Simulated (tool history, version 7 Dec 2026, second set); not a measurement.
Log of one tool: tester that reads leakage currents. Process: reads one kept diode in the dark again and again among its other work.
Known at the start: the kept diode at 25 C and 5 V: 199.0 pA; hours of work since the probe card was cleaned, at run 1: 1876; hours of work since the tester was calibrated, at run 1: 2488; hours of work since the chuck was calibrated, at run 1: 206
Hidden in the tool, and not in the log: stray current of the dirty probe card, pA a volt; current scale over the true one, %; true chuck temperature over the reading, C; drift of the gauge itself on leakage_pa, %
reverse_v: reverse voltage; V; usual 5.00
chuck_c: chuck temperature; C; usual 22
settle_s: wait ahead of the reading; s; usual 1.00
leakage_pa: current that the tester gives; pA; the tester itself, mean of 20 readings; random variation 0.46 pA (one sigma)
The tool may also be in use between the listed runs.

run,day,reverse_v,chuck_c,settle_s,hours of work since the probe card was cleaned,hours of work since the tester was calibrated,hours of work since the chuck was calibrated,leakage_pa
1,0.000,5.00,22,1.00,1876,2488,206,162.69
2,4.875,3.51,22,1.00,1935,2547,266,132.13
3,11.125,5.00,31,1.00,2011,2623,341,346.29
4,13.842,7.09,31,1.00,2044,2656,374,427.38
5,18.771,2.62,22,1.00,2104,2716,434,112.85
6,21.771,2.62,22,1.00,2140,2752,471,113.42
7,24.525,1.53,22,1.00,2174,2785,504,82.97
8,27.992,1.53,43,1.00,2216,2827,546,464.94
9,33.125,1.53,43,1.00,2278,2890,609,465.78
10,38.212,1.53,35,1.00,2340,2952,670,248.38
11,40.892,1.53,35,1.00,2372,2984,703,248.42
12,45.208,1.53,35,1.00,2425,3037,755,249.77
13,51.188,1.53,35,1.00,2497,3109,828,250.77
14,54.329,5.00,22,1.00,2535,3147,866,171.91
15,57.679,1.06,22,1.00,2576,3188,907,68.85
16,62.938,1.06,22,1.00,2640,3252,971,69.27
17,67.458,5.00,22,1.00,2695,3307,1025,173.78
18,72.796,5.00,22,1.00,2760,3371,1090,175.87
19,77.596,5.00,22,1.00,2818,3430,1148,175.25
20,80.954,5.00,22,1.00,2859,3470,1189,176.18
21,86.067,19.14,51,1.00,2921,3533,1251,3705.41
22,89.612,1.22,22,1.00,2964,3576,1294,76.72
23,95.696,3.82,22,1.00,3038,3649,1368,151.07
# day 97.542: probe card cleaned and baked
24,101.996,5.01,28,1.00,54,3724,1443,279.44
25,105.100,1.13,28,7.14,92,3762,1481,120.15
# day 108.458: chuck's temperature calibrated
26,108.458,2.45,23,6.94,131,3802,0,107.72
27,112.729,4.91,22,3.66,183,3854,52,148.04
28,118.275,9.72,42,1.09,251,3921,119,1169.16
29,121.862,2.30,37,0.70,294,3965,163,346.50
30,128.246,8.00,36,0.44,372,4042,240,653.55
31,131.117,6.73,22,1.00,407,4077,275,180.87
32,134.896,2.21,25,1.00,452,4123,321,125.18
33,139.612,7.30,30,9.38,510,4180,378,378.57
34,142.879,7.30,23,1.39,549,4220,418,208.58
35,147.525,3.03,36,1.16,606,4276,474,382.39
36,151.479,19.56,23,3.55,654,4324,522,373.46
37,158.092,6.28,39,0.80,734,4404,603,739.32
38,163.600,8.40,22,1.00,801,4471,669,213.66
39,167.300,1.22,25,1.36,846,4516,714,92.00

3 ways to go on from here, each from the tool as it stands after run 39. What would each give?
A,172.592,1.22,31,1.36,910,4580,779,?
B,172.592,6.27,25,1.36,910,4580,779,?
C,172.592,6.39,24,6.16,910,4580,779,?

run,leakage_pa
A,153.68
B,234.26
C,218.06
Without the tool's hidden state the same runs would have given:
run,leakage_pa
A,150.96
B,226.11
C,209.93
